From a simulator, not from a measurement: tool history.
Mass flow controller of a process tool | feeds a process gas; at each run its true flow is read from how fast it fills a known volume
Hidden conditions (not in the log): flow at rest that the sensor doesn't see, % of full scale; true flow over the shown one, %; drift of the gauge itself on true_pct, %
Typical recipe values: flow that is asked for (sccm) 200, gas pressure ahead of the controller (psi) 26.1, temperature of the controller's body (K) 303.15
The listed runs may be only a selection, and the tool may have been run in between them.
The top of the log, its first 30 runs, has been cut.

| run | day | flow that is asked for (sccm) | gas pressure ahead of the controller (psi) | temperature of the controller's body (K) | hours of work since the controller was set to zero | hours of work since the controller was changed | true flow (%) |
|---|---|---|---|---|---|---|---|
|  | 111.050 | controller's zero set anew, once more |
| 31 | 112.933 | 363 | 37.0 | 302.15 | 33 | 3269 | 97.53 |
| 32 | 117.692 | 200 | 21.3 | 299.15 | 117 | 3353 | 97.60 |
| 33 | 121.108 | 52 | 39.0 | 298.15 | 177 | 3413 | 96.59 |
| 34 | 124.696 | 52 | 39.0 | 298.15 | 240 | 3476 | 96.60 |
| 35 | 127.933 | 148 | 21.5 | 300.15 | 297 | 3533 | 97.41 |
| 36 | 132.742 | 164 | 21.5 | 299.15 | 381 | 3617 | 97.43 |
| 37 | 136.279 | 164 | 21.5 | 299.15 | 444 | 3679 | 97.51 |
| 38 | 139.617 | 164 | 21.5 | 299.15 | 502 | 3738 | 97.57 |
| 39 | 143.350 | 164 | 21.5 | 299.15 | 568 | 3804 | 97.55 |
| 40 | 148.550 | 71 | 29.3 | 297.15 | 659 | 3895 | 97.34 |
| 41 | 153.367 | 78 | 20.6 | 299.15 | 744 | 3980 | 97.70 |
| 42 | 156.671 | 53 | 26.1 | 297.15 | 802 | 4038 | 97.60 |
| 43 | 161.150 | 80 | 21.6 | 295.15 | 881 | 4116 | 97.66 |
| 44 | 166.208 | 53 | 21.6 | 295.15 | 970 | 4205 | 98.24 |
| 45 | 169.258 | 200 | 28.0 | 303.15 | 1023 | 4259 | 97.12 |
| 46 | 172.708 | 244 | 37.7 | 300.15 | 1084 | 4320 | 96.83 |
| 47 | 176.354 | 261 | 26.1 | 303.15 | 1148 | 4384 | 97.50 |
| 48 | 179.204 | 261 | 37.9 | 303.15 | 1198 | 4434 | 96.80 |

Branching from run 48: 3 alternative next runs. What would each branch give?
| A | 182.738 | 200 | 26.1 | 294.15 | 1260 | 4496 | ? |
| B | 182.738 | 200 | 26.1 | 311.15 | 1260 | 4496 | ? |
| C | 182.738 | 116 | 26.1 | 300.15 | 1260 | 4496 | ? |

| run | true flow (%) |
|---|---|
| A | 97.37 |
| B | 97.03 |
| C | 97.37 |
With no hidden state in the tool, these same runs would have given:
| run | true flow (%) |
|---|---|
| A | 98.84 |
| B | 98.50 |
| C | 98.47 |
